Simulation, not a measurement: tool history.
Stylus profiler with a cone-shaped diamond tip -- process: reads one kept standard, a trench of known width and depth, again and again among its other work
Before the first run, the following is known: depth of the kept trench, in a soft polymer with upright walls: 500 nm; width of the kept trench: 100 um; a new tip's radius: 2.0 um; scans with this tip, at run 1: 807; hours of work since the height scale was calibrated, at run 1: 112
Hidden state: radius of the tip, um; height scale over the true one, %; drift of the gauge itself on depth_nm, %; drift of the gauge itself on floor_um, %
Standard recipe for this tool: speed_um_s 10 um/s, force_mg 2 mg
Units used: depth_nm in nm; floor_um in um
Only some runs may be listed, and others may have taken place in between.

run,hour,speed_um_s,force_mg,scans with this tip,hours of work since the height scale was calibrated,depth_nm,floor_um
1,0,10,2,807,112,503.64,97.17
2,29.3,10,4.31,927,129,506.32,97.18
3,48.4,10,4.31,1005,140,506.06,97.18
4,71.9,4,4.31,1101,153,506.27,97.15
5,92.4,21,4.31,1184,165,506.44,97.09
6,117.8,21,4.31,1288,179,506.63,97.08
7,135.3,2,2,1359,189,504.1,97.1
8,168.3,2,2,1494,207,504.11,97.08
9,205.5,2,3.05,1645,229,505.2,97.07
10,230.6,10,2,1748,243,504.16,96.97
11,262.2,10,2,1877,261,504.05,97.02
12,296.2,2,2,2015,280,504.55,97.01
13,320.1,2,2,2113,294,504.32,97
# hour 323: height scale calibrated on a step standard
14,358.5,10,2.08,2267,20,504.63,96.94
15,386.5,10,2.08,2381,36,504.92,96.94
16,422.9,10,2.08,2530,57,504.83,96.9
17,454.7,10,2,2660,75,504.98,96.97
# hour 472.3: height scale calibrated on a step standard, once more
18,480.9,10,2,2764,5,503.53,96.94
19,505.7,10,1.75,2866,19,503.14,96.83
20,539,8,2,3001,38,503.26,96.87
21,560.7,8,0.71,3090,50,501.59,96.84
22,579.8,8,0.71,3168,61,501.82,96.82
23,608.3,8,0.71,3284,77,501.76,96.85
24,645.5,4,1.01,3436,98,502.36,96.81
25,674.2,6,1.24,3553,114,502.66,96.82
26,692.7,28,0.72,3628,125,501.85,96.61
27,730,15,1.09,3780,146,502.39,96.67
28,762.2,15,5.91,3911,164,507.34,96.72
29,793.5,15,0.93,4039,182,502.41,96.65
30,829.1,13,4.92,4184,202,506.72,96.71
31,855.9,10,0.85,4294,217,502.14,96.7
32,877,19,4.93,4380,229,506.79,96.67
33,895.3,5,3.19,4454,240,505.46,96.74
34,920.6,2,3.01,4558,254,505,96.7
35,936.1,22,0.87,4621,263,502.4,96.54
36,960.8,7,1.61,4721,277,503.27,96.69
37,997.9,7,1.61,4873,298,503.52,96.68
38,1035.6,7,1.61,5026,319,503.77,96.62
39,1057.3,37,1.3,5115,331,503.14,96.45
40,1075.2,14,2.43,5188,342,504.51,96.66
41,1100.7,3,3.38,5292,356,505.86,96.67
42,1125.2,10,0.85,5392,370,502.44,96.59
43,1149.1,19,0.83,5489,383,502.83,96.49
44,1176.9,6,0.83,5603,399,502.34,96.54
45,1197.4,10,5.13,5686,411,507.54,96.59
46,1223.7,19,1.86,5793,426,504.31,96.47

Entry by entry between the runs, the difference in hidden state between the last listed run before and the first listed run after:
Runs 13 to 14: height scale calibrated on a step standard (hour 323)
  radius of the tip, um: 2.43 -> 2.46; height scale over the true one, %: 0.126 -> 0.219
  what was measured, less what the result would be without the hidden state, depth_nm: +0.63 -> +1.11 nm; floor_um: -0.31 -> -0.33 um
Runs 17 to 18: height scale calibrated on a step standard, once more (hour 472.3)
  radius of the tip, um: 2.54 -> 2.56; height scale over the true one, %: 0.241 -> -0.033
  what was measured, less what the result would be without the hidden state, depth_nm: +1.22 -> -0.16 nm; floor_um: -0.38 -> -0.39 um

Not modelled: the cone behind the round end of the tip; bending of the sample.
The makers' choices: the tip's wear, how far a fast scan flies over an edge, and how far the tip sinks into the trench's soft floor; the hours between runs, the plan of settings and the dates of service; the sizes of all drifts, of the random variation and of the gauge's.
